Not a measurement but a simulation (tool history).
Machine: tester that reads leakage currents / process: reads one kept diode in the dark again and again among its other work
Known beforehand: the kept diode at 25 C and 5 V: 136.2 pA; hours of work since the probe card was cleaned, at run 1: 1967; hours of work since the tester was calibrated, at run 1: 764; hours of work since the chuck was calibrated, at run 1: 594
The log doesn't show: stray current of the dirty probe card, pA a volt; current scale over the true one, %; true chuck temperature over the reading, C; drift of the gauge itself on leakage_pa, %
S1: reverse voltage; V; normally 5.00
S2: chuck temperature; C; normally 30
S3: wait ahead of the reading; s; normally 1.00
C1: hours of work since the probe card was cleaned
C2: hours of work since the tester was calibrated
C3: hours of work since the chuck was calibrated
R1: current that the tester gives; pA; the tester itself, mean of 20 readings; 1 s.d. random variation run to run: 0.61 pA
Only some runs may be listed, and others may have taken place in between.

{"run": 1, "hour": 0.0, "S1": 5.0, "S2": 30, "S3": 1.0, "C1": 1967, "C2": 764, "C3": 594, "R1": 201.17}
{"run": 2, "hour": 132.0, "S1": 5.0, "S2": 30, "S3": 1.53, "C1": 2047, "C2": 844, "C3": 674, "R1": 202.07}
{"run": 3, "hour": 227.5, "S1": 5.0, "S2": 30, "S3": 1.0, "C1": 2105, "C2": 902, "C3": 732, "R1": 202.44}
{"run": 4, "hour": 381.1, "S1": 5.0, "S2": 30, "S3": 3.56, "C1": 2198, "C2": 995, "C3": 825, "R1": 201.69}
{"run": 5, "hour": 469.7, "S1": 5.0, "S2": 30, "S3": 3.56, "C1": 2252, "C2": 1048, "C3": 878, "R1": 202.01}
{"run": 6, "hour": 543.8, "S1": 5.0, "S2": 30, "S3": 3.56, "C1": 2297, "C2": 1093, "C3": 923, "R1": 202.11}
{"run": 7, "hour": 683.5, "S1": 1.04, "S2": 30, "S3": 1.0, "C1": 2381, "C2": 1178, "C3": 1008, "R1": 86.34}
{"run": 8, "hour": 753.4, "S1": 5.0, "S2": 31, "S3": 1.0, "C1": 2424, "C2": 1220, "C3": 1050, "R1": 218.59}
{"run": 9, "hour": 900.8, "S1": 5.0, "S2": 38, "S3": 1.11, "C1": 2513, "C2": 1310, "C3": 1140, "R1": 367.24}
{"run": 10, "hour": 1001.1, "S1": 1.56, "S2": 29, "S3": 3.38, "C1": 2574, "C2": 1371, "C3": 1200, "R1": 99.82}
{"run": 11, "hour": 1115.5, "S1": 1.56, "S2": 54, "S3": 0.46, "C1": 2643, "C2": 1440, "C3": 1270, "R1": 596.54}
{"run": 12, "hour": 1217.8, "S1": 16.79, "S2": 30, "S3": 1.0, "C1": 2705, "C2": 1502, "C3": 1332, "R1": 391.77}
{"run": 13, "hour": 1323.9, "S1": 16.79, "S2": 30, "S3": 1.0, "C1": 2769, "C2": 1566, "C3": 1396, "R1": 389.92}

Measured result minus the same run's result without the hidden state. Both carry the same run-to-run variation, though not necessarily the same gauge scatter:
run=1 R1=+0.20
run=2 R1=+0.23
run=3 R1=+0.24
run=4 R1=+0.26
run=5 R1=+0.27
run=6 R1=+0.29
run=7 R1=+0.09
run=8 R1=+0.32
run=9 R1=+0.46
run=10 R1=+0.14
run=11 R1=+0.55
run=12 R1=+0.98
run=13 R1=+1.00

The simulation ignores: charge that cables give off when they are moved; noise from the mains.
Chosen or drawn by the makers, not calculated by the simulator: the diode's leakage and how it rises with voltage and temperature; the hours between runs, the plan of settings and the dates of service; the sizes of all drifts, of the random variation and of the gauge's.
